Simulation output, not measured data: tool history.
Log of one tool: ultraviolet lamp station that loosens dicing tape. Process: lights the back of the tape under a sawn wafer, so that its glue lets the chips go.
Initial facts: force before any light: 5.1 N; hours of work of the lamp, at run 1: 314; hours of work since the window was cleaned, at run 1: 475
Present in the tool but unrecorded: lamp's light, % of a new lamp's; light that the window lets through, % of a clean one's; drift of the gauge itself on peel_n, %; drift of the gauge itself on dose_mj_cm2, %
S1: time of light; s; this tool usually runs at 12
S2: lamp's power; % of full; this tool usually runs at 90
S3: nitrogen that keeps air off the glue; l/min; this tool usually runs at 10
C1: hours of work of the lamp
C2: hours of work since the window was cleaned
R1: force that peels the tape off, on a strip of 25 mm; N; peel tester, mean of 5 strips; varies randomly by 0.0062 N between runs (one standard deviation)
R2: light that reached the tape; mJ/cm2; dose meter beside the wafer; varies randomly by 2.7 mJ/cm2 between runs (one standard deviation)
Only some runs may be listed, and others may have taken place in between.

{"run": 1, "day": 0.0, "S1": 12, "S2": 90, "S3": 10, "C1": 314, "C2": 475, "R1": 0.227, "R2": 295}
{"run": 2, "day": 3.958, "S1": 12, "S2": 90, "S3": 10, "C1": 362, "C2": 523, "R1": 0.257, "R2": 290}
{"run": 3, "day": 6.654, "S1": 12, "S2": 90, "S3": 10, "C1": 396, "C2": 556, "R1": 0.253, "R2": 283}
{"day": 9.571, "done": "window cleaned of glue's vapour"}
{"run": 4, "day": 9.867, "S1": 12, "S2": 91, "S3": 10, "C1": 435, "C2": 4, "R1": 0.228, "R2": 310}
{"run": 5, "day": 12.912, "S1": 12, "S2": 91, "S3": 10, "C1": 472, "C2": 41, "R1": 0.227, "R2": 302}
{"run": 6, "day": 16.617, "S1": 12, "S2": 91, "S3": 10, "C1": 518, "C2": 87, "R1": 0.242, "R2": 296}
{"run": 7, "day": 18.988, "S1": 12, "S2": 91, "S3": 10, "C1": 547, "C2": 116, "R1": 0.244, "R2": 291}
{"run": 8, "day": 22.508, "S1": 12, "S2": 90, "S3": 4, "C1": 590, "C2": 159, "R1": 0.42, "R2": 277}
{"run": 9, "day": 26.25, "S1": 12, "S2": 90, "S3": 4, "C1": 636, "C2": 205, "R1": 0.445, "R2": 268}
{"run": 10, "day": 28.567, "S1": 12, "S2": 90, "S3": 4, "C1": 665, "C2": 234, "R1": 0.445, "R2": 262}
{"run": 11, "day": 30.796, "S1": 12, "S2": 78, "S3": 10, "C1": 692, "C2": 261, "R1": 0.382, "R2": 226}
{"run": 12, "day": 33.779, "S1": 6, "S2": 83, "S3": 11, "C1": 729, "C2": 298, "R1": 1.174, "R2": 117}
{"run": 13, "day": 37.271, "S1": 12, "S2": 90, "S3": 6, "C1": 772, "C2": 341, "R1": 0.441, "R2": 243}
{"run": 14, "day": 39.092, "S1": 12, "S2": 90, "S3": 6, "C1": 794, "C2": 363, "R1": 0.44, "R2": 240}
{"run": 15, "day": 42.171, "S1": 12, "S2": 90, "S3": 6, "C1": 832, "C2": 401, "R1": 0.457, "R2": 235}
{"run": 16, "day": 45.138, "S1": 7, "S2": 66, "S3": 11, "C1": 868, "C2": 437, "R1": 1.457, "R2": 99}
{"run": 17, "day": 47.588, "S1": 14, "S2": 66, "S3": 4, "C1": 899, "C2": 467, "R1": 0.822, "R2": 192}
{"run": 18, "day": 51.8, "S1": 14, "S2": 66, "S3": 4, "C1": 950, "C2": 519, "R1": 0.864, "R2": 188}
{"day": 53.004, "done": "lamp changed"}
{"run": 19, "day": 55.162, "S1": 14, "S2": 66, "S3": 4, "C1": 27, "C2": 560, "R1": 0.4, "R2": 282}
{"day": 57.912, "done": "window cleaned of glue's vapour"}
{"run": 20, "day": 58.358, "S1": 14, "S2": 66, "S3": 4, "C1": 66, "C2": 5, "R1": 0.346, "R2": 304}
{"run": 21, "day": 61.858, "S1": 21, "S2": 90, "S3": 10, "C1": 109, "C2": 49, "R1": 0.142, "R2": 614}
{"run": 22, "day": 63.929, "S1": 13, "S2": 61, "S3": 11, "C1": 134, "C2": 74, "R1": 0.297, "R2": 254}

How would selected steps in R1 from run to run divide? Give the signed amount a tool lacking its hidden state would still show from settings, what came in and random variation, and the signed amount left for the hidden state, including any gauge scatter that is not in both of the compared results.
Run 11 -> 12: S1 12 -> 6, S2 78 -> 83, S3 10 -> 11. R1 +0.792 N: hidden state +0.367, all else +0.425.
Run 15 -> 16: S1 12 -> 7, S2 90 -> 66, S3 6 -> 11. R1 +1.000 N: hidden state +0.491, all else +0.509.
Run 18 -> 19: lamp changed. R1 -0.464 N: hidden state -0.448, all else -0.016.

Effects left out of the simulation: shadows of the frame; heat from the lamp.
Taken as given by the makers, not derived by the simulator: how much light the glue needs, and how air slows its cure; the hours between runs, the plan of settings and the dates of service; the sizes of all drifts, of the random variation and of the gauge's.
